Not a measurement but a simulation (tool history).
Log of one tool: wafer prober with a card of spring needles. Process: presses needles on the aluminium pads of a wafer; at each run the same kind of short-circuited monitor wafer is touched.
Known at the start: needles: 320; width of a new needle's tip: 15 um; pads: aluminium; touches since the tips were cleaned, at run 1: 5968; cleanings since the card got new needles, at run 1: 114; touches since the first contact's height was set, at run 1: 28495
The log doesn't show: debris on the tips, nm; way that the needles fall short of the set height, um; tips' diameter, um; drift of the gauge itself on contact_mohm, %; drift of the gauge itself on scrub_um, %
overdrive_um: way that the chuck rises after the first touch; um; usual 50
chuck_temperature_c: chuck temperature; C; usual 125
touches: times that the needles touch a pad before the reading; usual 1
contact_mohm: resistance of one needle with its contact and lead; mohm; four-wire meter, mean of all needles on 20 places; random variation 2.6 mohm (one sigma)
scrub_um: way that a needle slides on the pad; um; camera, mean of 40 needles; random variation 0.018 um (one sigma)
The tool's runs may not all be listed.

run	hour	overdrive_um	chuck_temperature_c	touches	touches since the tips were cleaned	cleanings since the card got new needles	touches since the first contact's height was set	contact_mohm	scrub_um
1	0	50	125	1	5968	114	28495	448	9.59
# hour 3.4: tips cleaned on abrasive film
# hour 18.7: tips cleaned on abrasive film
# hour 32: tips cleaned on abrasive film
2	44.5	50	125	1	7061	117	53510	473	9.49
# hour 47.9: tips cleaned on abrasive film
# hour 63.8: tips cleaned on abrasive film
# hour 80: tips cleaned on abrasive film
3	80.2	50	125	1	134	120	73522	330	9.48
# hour 93.6: tips cleaned on abrasive film
# hour 110.2: tips cleaned on abrasive film
# hour 124.4: tips cleaned on abrasive film
# hour 131.4: height of the first contact set anew
# hour 140.3: tips cleaned on abrasive film
4	141.1	50	125	2	430	124	5436	329	9.62
# hour 154.4: tips cleaned on abrasive film
# hour 170.6: tips cleaned on abrasive film
5	177.2	50	125	2	3718	126	25756	392	9.58
# hour 186.5: tips cleaned on abrasive film
# hour 203.2: tips cleaned on abrasive film
# hour 219.9: tips cleaned on abrasive film
6	219.9	50	125	2	0	129	49739	319	9.52
# hour 236.3: tips cleaned on abrasive film
7	248.1	50	125	2	6708	130	65668	409	9.5
# hour 251.4: tips cleaned on abrasive film
# hour 264.8: tips cleaned on abrasive film
# hour 280.2: tips cleaned on abrasive film
8	281.9	51	125	1	967	133	84607	359	9.6
# hour 295: tips cleaned on abrasive film
# hour 310.9: tips cleaned on abrasive film
# hour 314.5: height of the first contact set anew
# hour 327.5: tips cleaned on abrasive film
9	337.1	31	125	1	5458	136	12736	755	5.96
# hour 343.2: tips cleaned on abrasive film
# hour 356.6: tips cleaned on abrasive film
10	363.7	31	125	1	4011	138	27633	710	5.94
# hour 372.7: tips cleaned on abrasive film
# hour 388.1: tips cleaned on abrasive film
11	396.3	31	125	1	4618	140	45970	746	5.91
# hour 402.5: tips cleaned on abrasive film
# hour 419.2: tips cleaned on abrasive film
12	424.2	31	125	1	2826	142	61642	609	5.87
# hour 434.2: tips cleaned on abrasive film
# hour 450.4: tips cleaned on abrasive film
# hour 463.8: tips cleaned on abrasive film
# hour 477.2: tips cleaned on abrasive film
13	478.1	50	125	1	493	146	91890	345	9.45
# hour 490.8: tips cleaned on abrasive film
# hour 497: height of the first contact set anew
# hour 506.8: tips cleaned on abrasive film
# hour 520.2: tips cleaned on abrasive film
14	523.6	50	125	1	1972	149	14932	386	9.58
# hour 536.2: tips cleaned on abrasive film
# hour 549.6: tips cleaned on abrasive film
15	557.2	61	101	1	4285	151	33793	411	11.64
# hour 563.9: tips cleaned on abrasive film
# hour 579.8: tips cleaned on abrasive film
# hour 593.2: tips cleaned on abrasive film
# hour 606.5: tips cleaned on abrasive film
16	618.1	32	116	3	6534	155	68020	506	6.03
# hour 621.5: tips cleaned on abrasive film
# hour 637: tips cleaned on abrasive film
# hour 652.2: tips cleaned on abrasive film
# hour 668.7: tips cleaned on abrasive film
# hour 678.9: height of the first contact set anew
17	679.5	42	125	3	5960	159	329	406	8.1
# hour 682.9: tips cleaned on abrasive film
# hour 699: tips cleaned on abrasive film
# hour 713.7: tips cleaned on abrasive film
18	713.7	35	67	2	0	162	19506	338	6.7
# hour 729.8: tips cleaned on abrasive film
# hour 745.4: tips cleaned on abrasive film
# hour 761.6: tips cleaned on abrasive film
19	771.1	35	125	1	5375	165	51830	697	6.6
# hour 777: tips cleaned on abrasive film
# hour 793: tips cleaned on abrasive film
# hour 806.4: tips cleaned on abrasive film
# hour 822.6: tips cleaned on abrasive film
20	826.8	35	125	2	2367	169	83084	487	6.51
# hour 836.8: tips cleaned on abrasive film
# hour 853.5: tips cleaned on abrasive film
# hour 860.4: height of the first contact set anew
# hour 869.6: tips cleaned on abrasive film
# hour 885.1: tips cleaned on abrasive film
21	885.1	37	69	1	0	173	13891	355	7.08
# hour 901.8: tips cleaned on abrasive film
22	912.2	50	40	2	5867	174	29145	414	9.56
# hour 915.5: tips cleaned on abrasive film
# hour 931.6: tips cleaned on abrasive film
# hour 947.7: tips cleaned on abrasive film
# hour 961.6: tips cleaned on abrasive film
23	961.6	30	42	2	0	178	56878	347	5.6
# hour 977.4: tips cleaned on abrasive film
24	986.7	30	42	2	5279	179	71033	677	5.59
# hour 993: tips cleaned on abrasive film
# hour 1009.2: tips cleaned on abrasive film
# hour 1025.7: tips cleaned on abrasive film
25	1032.1	30	42	2	3636	182	96539	656	5.56
# hour 1042.2: tips cleaned on abrasive film
# hour 1042.5: height of the first contact set anew
# hour 1058.6: tips cleaned on abrasive film
26	1068	32	125	1	5336	184	14392	769	6.17
# hour 1074.6: tips cleaned on abrasive film
# hour 1090.9: tips cleaned on abrasive film
# hour 1107: tips cleaned on abrasive film
27	1118	54	39	1	6201	187	42501	501	10.33

Forecast each of these 3 alternatives for the next run:
# hour 1121.4: tips cleaned on abrasive film
# hour 1137.1: tips cleaned on abrasive film
# hour 1150.5: tips cleaned on abrasive film
A	1152	66	119	1	858	190	61576	?	?
# hour 1121.4: tips cleaned on abrasive film
# hour 1137.1: tips cleaned on abrasive film
# hour 1150.5: tips cleaned on abrasive film
B	1152	52	125	1	858	190	61576	?	?
# hour 1121.4: tips cleaned on abrasive film
# hour 1137.1: tips cleaned on abrasive film
# hour 1150.5: tips cleaned on abrasive film
C	1152	42	116	2	858	190	61576	?	?

run	contact_mohm	scrub_um
A	336	12.57
B	360	9.87
C	366	7.94
Without the tool's hidden state the same runs would have given:
run	contact_mohm	scrub_um
A	292	12.75
B	296	10.05
C	301	8.12
